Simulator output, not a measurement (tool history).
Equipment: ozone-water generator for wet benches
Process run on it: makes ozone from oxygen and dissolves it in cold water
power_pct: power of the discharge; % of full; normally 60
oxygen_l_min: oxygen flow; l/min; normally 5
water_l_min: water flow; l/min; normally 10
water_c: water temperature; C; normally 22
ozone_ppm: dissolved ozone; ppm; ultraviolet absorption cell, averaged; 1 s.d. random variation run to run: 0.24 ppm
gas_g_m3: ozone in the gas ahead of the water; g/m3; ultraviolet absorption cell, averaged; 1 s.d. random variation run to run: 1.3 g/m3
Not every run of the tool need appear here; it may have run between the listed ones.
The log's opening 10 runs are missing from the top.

run   hour  power_pct  oxygen_l_min  water_l_min  water_c  hours of work since the electrodes were changed  hours of work since the contactor was cleaned  hours of work since the thermometer was calibrated  ozone_ppm  gas_g_m3
 11  222.1         60             5           10       22                                              489                                           3500                                                3586       35.4     235.5
 12  236.5         52             5           10       22                                              503                                           3515                                                3601       32.4     219.7
 13  254.2         52             5           10       22                                              521                                           3532                                                3618       32.5       220
 14  275.4         52             5           10       22                                              542                                           3553                                                3639       32.4       220
 15  297.9         52             5           10       22                                              565                                           3576                                                3662       32.3     220.3
 16  329.2         52             5           10       22                                              596                                           3607                                                3693       31.9     219.1
 17    342         52             5           10       22                                              609                                           3620                                                3706       32.2     219.1
 18  364.1         70          2.67           10       21                                              631                                           3642                                                3728       38.6     335.2
 19  394.9         70          2.67           10       21                                              661                                           3673                                                3759       38.2     337.6
 20  413.9         98          4.82            7       18                                              680                                           3692                                                3778       57.8     307.4
 21  427.3         43          8.74           14       19                                              694                                           3705                                                3791       24.5       153
 22  455.5         53          8.79            9       14                                              722                                           3733                                                3819       38.1     169.6
 23  479.7         53          8.79            9       14                                              746                                           3757                                                3843         38     170.1
 24  495.7         60             5           15       22                                              762                                           3773                                                3859       26.8     234.6
 25  512.7         49          2.88           11       27                                              779                                           3790                                                3876       27.3     273.8
 26  534.4         79          8.38           11       21                                              801                                           3812                                                3898         36     212.1
 27  565.3         60          2.62           10       22                                              831                                           3843                                                3929       34.6     311.9
 28  592.1         98          5.99           10       22                                              858                                           3869                                                3955       43.3     276.8
 29  613.4         98          5.99           10       22                                              879                                           3891                                                3977       43.1     275.3
 30  640.7         44          3.11           14       22                                              907                                           3918                                                4004       23.3     248.3
 31  670.8         80             5            9       29                                              937                                           3948                                                4034       35.9     270.1
 32  694.5         80             5            9       29                                              960                                           3971                                                4057       36.3     272.5
 33  723.5         97          2.63            9       29                                              989                                           4001                                                4087       42.2     398.6

Consider 4 possible next runs. They are alternatives, not a sequence: every one starts from the tool as it was left by run 33. What does each give?
  A  755.4         43          2.63           10       23                                             1021                                           4032                                                4118          ?         ?
  B  755.4         49          7.03           13       29                                             1021                                           4032                                                4118          ?         ?
  C  755.4         97           3.9            9       29                                             1021                                           4032                                                4118          ?         ?
  D  755.4         91             5           10       22                                             1021                                           4032                                                4118          ?         ?

run  ozone_ppm  gas_g_m3
  A       28.7     264.5
  B       22.3     181.8
  C       41.3     332.9
  D       42.4     285.8
With no hidden state in the tool, these same runs would have given:
run  ozone_ppm  gas_g_m3
  A       30.3     268.2
  B       23.7     184.6
  C         44     340.2
  D       45.2     291.9
